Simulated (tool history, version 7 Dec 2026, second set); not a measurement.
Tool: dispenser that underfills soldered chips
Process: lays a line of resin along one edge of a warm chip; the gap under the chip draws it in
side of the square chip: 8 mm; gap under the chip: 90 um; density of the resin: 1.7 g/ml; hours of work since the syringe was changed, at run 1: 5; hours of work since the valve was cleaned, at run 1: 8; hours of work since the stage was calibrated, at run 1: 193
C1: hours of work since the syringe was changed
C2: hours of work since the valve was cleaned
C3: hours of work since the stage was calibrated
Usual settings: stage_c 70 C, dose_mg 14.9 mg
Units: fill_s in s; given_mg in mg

Run 1, day 0: usual settings; C1 5; C2 8; C3 193. Result: fill_s 14.5 s, given_mg 14.89 mg.
At day 0.171: new syringe of resin.
Run 2, day 0.371: usual settings; C1 3; C2 14; C3 199. Result: fill_s 13.6 s, given_mg 14.81 mg.
At day 0.633: new syringe of resin.
Run 3, day 0.917: usual settings; C1 5; C2 23; C3 208. Result: fill_s 14.9 s, given_mg 14.75 mg.
At day 1.1: new syringe of resin.
Run 4, day 1.267: usual settings; C1 3; C2 28; C3 213. Result: fill_s 13.8 s, given_mg 14.67 mg.
At day 1.546: new syringe of resin.
Run 5, day 1.796: usual settings but stage_c 69 C; C1 4; C2 37; C3 222. Result: fill_s 14.4 s, given_mg 14.58 mg.
At day 1.983: new syringe of resin.
Run 6, day 2.121: usual settings but stage_c 69 C; C1 2; C2 42; C3 227. Result: fill_s 14.3 s, given_mg 14.6 mg.
At day 2.442: new syringe of resin.
Run 7, day 2.646: usual settings but stage_c 69 C; C1 3; C2 50; C3 235. Result: fill_s 14.6 s, given_mg 14.38 mg.
At day 2.921: new syringe of resin.
Run 8, day 2.971: usual settings; C1 1; C2 56; C3 240. Result: fill_s 12.7 s, given_mg 14.46 mg.
At day 3.362: new syringe of resin.
At day 3.404: dispensing valve cleaned and set on the balance.
Run 9, day 3.446: usual settings; C1 1; C2 1; C3 247. Result: fill_s 12.9 s, given_mg 14.8 mg.
At day 3.867: new syringe of resin.
Run 10, day 4.042: usual settings but dose_mg 19.1 mg; C1 3; C2 10; C3 257. Result: fill_s 13.5 s, given_mg 18.9 mg.
At day 4.317: new syringe of resin.
Run 11, day 4.467: usual settings but dose_mg 19.1 mg; C1 2; C2 17; C3 263. Result: fill_s 12.9 s, given_mg 18.65 mg.
At day 4.792: new syringe of resin.
Run 12, day 4.875: usual settings but dose_mg 19.1 mg; C1 1; C2 24; C3 270. Result: fill_s 12.7 s, given_mg 18.78 mg.
At day 5.262: new syringe of resin.
Run 13, day 5.458: usual settings but dose_mg 19.1 mg; C1 3; C2 33; C3 279. Result: fill_s 13.6 s, given_mg 18.62 mg.
At day 5.712: new syringe of resin.
Run 14, day 5.762: usual settings; C1 1; C2 38; C3 284. Result: fill_s 12.8 s, given_mg 14.42 mg.
At day 6.171: new syringe of resin.
Run 15, day 6.192: usual settings but stage_c 77 C; C1 0; C2 44; C3 291. Result: fill_s 10.2 s, given_mg 14.36 mg.
At day 6.65: new syringe of resin.
Run 16, day 6.688: usual settings; C1 1; C2 52; C3 299. Result: fill_s 12.6 s, given_mg 14.28 mg.
Run 17, day 7.067: usual settings; C1 7; C2 59; C3 305. Result: fill_s 15.4 s, given_mg 14.22 mg.
At day 7.133: new syringe of resin.
At day 7.308: dispensing valve cleaned and set on the balance.
At day 7.608: new syringe of resin.
Run 18, day 7.658: usual settings but stage_c 65 C, dose_mg 13.2 mg; C1 1; C2 6; C3 314. Result: fill_s 15.4 s, given_mg 13.21 mg.
Run 19, day 7.992: usual settings but stage_c 74 C, dose_mg 13.7 mg; C1 6; C2 11; C3 319. Result: fill_s 14.1 s, given_mg 13.55 mg.
At day 8.075: new syringe of resin.
Run 20, day 8.492: usual settings but stage_c 64 C, dose_mg 18.4 mg; C1 7; C2 19; C3 327. Result: fill_s 19.9 s, given_mg 18.22 mg.
At day 8.546: new syringe of resin.
Run 21, day 8.8: usual settings but stage_c 76 C, dose_mg 16.2 mg; C1 4; C2 24; C3 332. Result: fill_s 11.8 s, given_mg 15.88 mg.
At day 9.008: new syringe of resin.
Run 22, day 9.146: usual settings but stage_c 85 C, dose_mg 15.4 mg; C1 2; C2 29; C3 337. Result: fill_s 7.6 s, given_mg 15.13 mg.
At day 9.45: new syringe of resin.
Run 23, day 9.604: usual settings but stage_c 85 C, dose_mg 15.8 mg; C1 3; C2 37; C3 345. Result: fill_s 8.1 s, given_mg 15.47 mg.
Run 24, day 9.842: usual settings but stage_c 65 C, dose_mg 14.2 mg; C1 6; C2 41; C3 349. Result: fill_s 19.5 s, given_mg 13.86 mg.
At day 9.9: new syringe of resin.
Run 25, day 10.138: usual settings but stage_c 85 C, dose_mg 15.3 mg; C1 4; C2 45; C3 353. Result: fill_s 9.1 s, given_mg 14.96 mg.
At day 10.388: new syringe of resin.
Run 26, day 10.412: usual settings but stage_c 85 C, dose_mg 15.3 mg; C1 0; C2 49; C3 358. Result: fill_s 8.2 s, given_mg 14.93 mg.
Run 27, day 10.662: usual settings but stage_c 62 C, dose_mg 16.9 mg; C1 5; C2 54; C3 362. Result: fill_s 19.8 s, given_mg 16.36 mg.
At day 10.867: new syringe of resin.
Run 28, day 11.033: usual settings but stage_c 60 C; C1 3; C2 59; C3 368. Result: fill_s 20 s, given_mg 14.31 mg.
At day 11.208: dispensing valve cleaned and set on the balance.
At day 11.346: new syringe of resin.
Run 29, day 11.375: usual settings but stage_c 68 C, dose_mg 16 mg; C1 0; C2 2; C3 372. Result: fill_s 13.3 s, given_mg 15.9 mg.
At day 11.783: new syringe of resin.
Run 30, day 11.829: usual settings but stage_c 68 C, dose_mg 16 mg; C1 1; C2 10; C3 380. Result: fill_s 14.2 s, given_mg 15.99 mg.
At day 12.233: new syringe of resin.
Run 31, day 12.3: usual settings but stage_c 60 C, dose_mg 15.8 mg; C1 1; C2 17; C3 387. Result: fill_s 18.7 s, given_mg 15.64 mg.
Run 32, day 12.608: usual settings but stage_c 60 C, dose_mg 15.8 mg; C1 6; C2 22; C3 392. Result: fill_s 22.9 s, given_mg 15.51 mg.
At day 12.671: new syringe of resin.
Run 33, day 13.079: usual settings but stage_c 71 C, dose_mg 17.6 mg; C1 7; C2 30; C3 400. Result: fill_s 15.2 s, given_mg 17.3 mg.
At day 13.125: new syringe of resin.
Run 34, day 13.504: usual settings but stage_c 71 C, dose_mg 14.8 mg; C1 6; C2 37; C3 406. Result: fill_s 15.2 s, given_mg 14.41 mg.

Some steps in fill_s between neighbouring runs. How much of each would the tool show without its hidden state too (settings, what came in, random variation), and how much is left for the hidden state, with any gauge scatter that isn't in both results?
The hidden state here: resin's viscosity, % of fresh resin's; dose that the valve gives, % of what is set; true chip temperature over the reading, C; drift of the gauge itself on fill_s, %; drift of the gauge itself on given_mg, %.
Run 16 -> 17: no setting changed, nothing entered. fill_s +2.8 s: hidden state +3.4, all else -0.6.
Run 23 -> 24: stage_c 85 -> 65, dose_mg 15.8 -> 14.2. fill_s +11.4 s: hidden state +3.8, all else +7.6.
Run 24 -> 25: stage_c 65 -> 85, dose_mg 14.2 -> 15.3, new syringe of resin. fill_s -10.4 s: hidden state -3.3, all else -7.1.
Run 26 -> 27: stage_c 85 -> 62, dose_mg 15.3 -> 16.9. fill_s +11.6 s: hidden state +3.4, all else +8.2.
Run 31 -> 32: no setting changed, nothing entered. fill_s +4.2 s: hidden state +4.1, all else +0.1.
